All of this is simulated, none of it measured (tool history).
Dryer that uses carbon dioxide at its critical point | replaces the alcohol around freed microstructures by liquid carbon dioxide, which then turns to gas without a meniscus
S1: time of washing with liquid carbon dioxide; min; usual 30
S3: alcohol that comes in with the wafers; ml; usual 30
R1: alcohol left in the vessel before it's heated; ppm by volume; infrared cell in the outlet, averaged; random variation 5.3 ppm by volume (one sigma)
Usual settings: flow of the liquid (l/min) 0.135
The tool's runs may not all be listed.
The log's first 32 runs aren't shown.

run 33 day=50.775 | S1=48 flow_of_the_liquid_(l/min)=0.203 S3=118 | R1=79
run 34 day=52.046 | S1=48 flow_of_the_liquid_(l/min)=0.203 S3=118 | R1=67
run 35 day=52.983 | S1=48 flow_of_the_liquid_(l/min)=0.203 S3=118 | R1=85
run 36 day=54.058 | S1=48 flow_of_the_liquid_(l/min)=0.203 S3=118 | R1=88
run 37 day=56.025 | S1=31 flow_of_the_liquid_(l/min)=0.203 S3=118 | R1=101
run 38 day=57.108 | S1=31 flow_of_the_liquid_(l/min)=0.203 S3=118 | R1=108
run 39 day=58.562 | S1=23 flow_of_the_liquid_(l/min)=0.103 S3=118 | R1=8432
run 40 day=59.629 | S1=23 flow_of_the_liquid_(l/min)=0.103 S3=118 | R1=8485
run 41 day=60.579 | S1=32 flow_of_the_liquid_(l/min)=0.177 S3=107 | R1=152
run 42 day=62.212 | S1=44 flow_of_the_liquid_(l/min)=0.177 S3=107 | R1=98
-- day=62.396 inlet filter changed
run 43 day=64.162 | S1=38 flow_of_the_liquid_(l/min)=0.123 S3=36 | R1=157

The next listed run, before its measurement:
run 44 day=66.167 | S1=20 flow_of_the_liquid_(l/min)=0.135 S3=30 | R1=?

R1: 1068 ppm by volume
Without the tool's hidden state the same run would have given R1 880 ppm by volume.
